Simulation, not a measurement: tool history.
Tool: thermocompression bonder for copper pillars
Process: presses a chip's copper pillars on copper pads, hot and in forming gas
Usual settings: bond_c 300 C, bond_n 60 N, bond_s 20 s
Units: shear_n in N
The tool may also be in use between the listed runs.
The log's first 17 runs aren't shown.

run   hour  bond_c  bond_n  bond_s  hours of work since the heater was calibrated  hours of work since the force cell was calibrated  hours of work since the gas filter was changed  shear_n
 18  123.7     300      37      20                                             13                                                469                                             300     21.3
 19  131.6     300      37      20                                             19                                                475                                             306     21.5
     135.2  -- heater calibrated with a thermocouple chip, once more
 20  138.5     300      60      20                                              3                                                479                                             310     36.8
 21  143.0     320      80      29                                              6                                                482                                             313     60.2
 22  151.7     286      42      20                                             13                                                489                                             320     19.9
 23  159.8     286      42      20                                             19                                                495                                             326     19.1
 24  169.1     309      38      51                                             26                                                502                                             333     34.3
 25  176.5     309      38      42                                             32                                                508                                             339     31.9
 26  184.5     309      38      42                                             38                                                514                                             345     32.0
 27  190.2     271      88      11                                             42                                                519                                             349     30.0
 28  196.9     282      88      12                                             47                                                524                                             354     35.5
 29  203.2     285      60      40                                             52                                                528                                             359     38.1
 30  210.6     300      38      20                                             58                                                534                                             365     20.9
 31  219.4     300      38      20                                             65                                                541                                             371     20.4
 32  224.5     300      56      13                                             68                                                545                                             375     29.0
 33  229.7     300      56      13                                             72                                                549                                             379     27.9
 34  238.9     323      57      59                                             79                                                556                                             386     57.6
 35  248.3     323      57      59                                             87                                                563                                             394     57.7
 36  256.4     309      62      13                                             93                                                569                                             400     34.7
 37  265.4     309      62      13                                            100                                                576                                             407     34.5
 38  271.2     300      60      26                                            104                                                581                                             411     38.4
 39  278.0     271      81      20                                            109                                                586                                             416     34.6
 40  283.8     271      83      34                                            114                                                590                                             421     41.6

Forecast each of these 4 alternatives for the next run:
  A  290.9     279      60      20                                            119                                                596                                             426        ?
  B  290.9     294      60      20                                            119                                                596                                             426        ?
  C  290.9     293      49      20                                            119                                                596                                             426        ?
  D  290.9     300      60      11                                            119                                                596                                             426        ?

run  shear_n
  A     27.1
  B     32.7
  C     25.1
  D     29.0
Without the tool's hidden state the same runs would have given:
run  shear_n
  A     28.8
  B     34.8
  C     26.6
  D     30.7
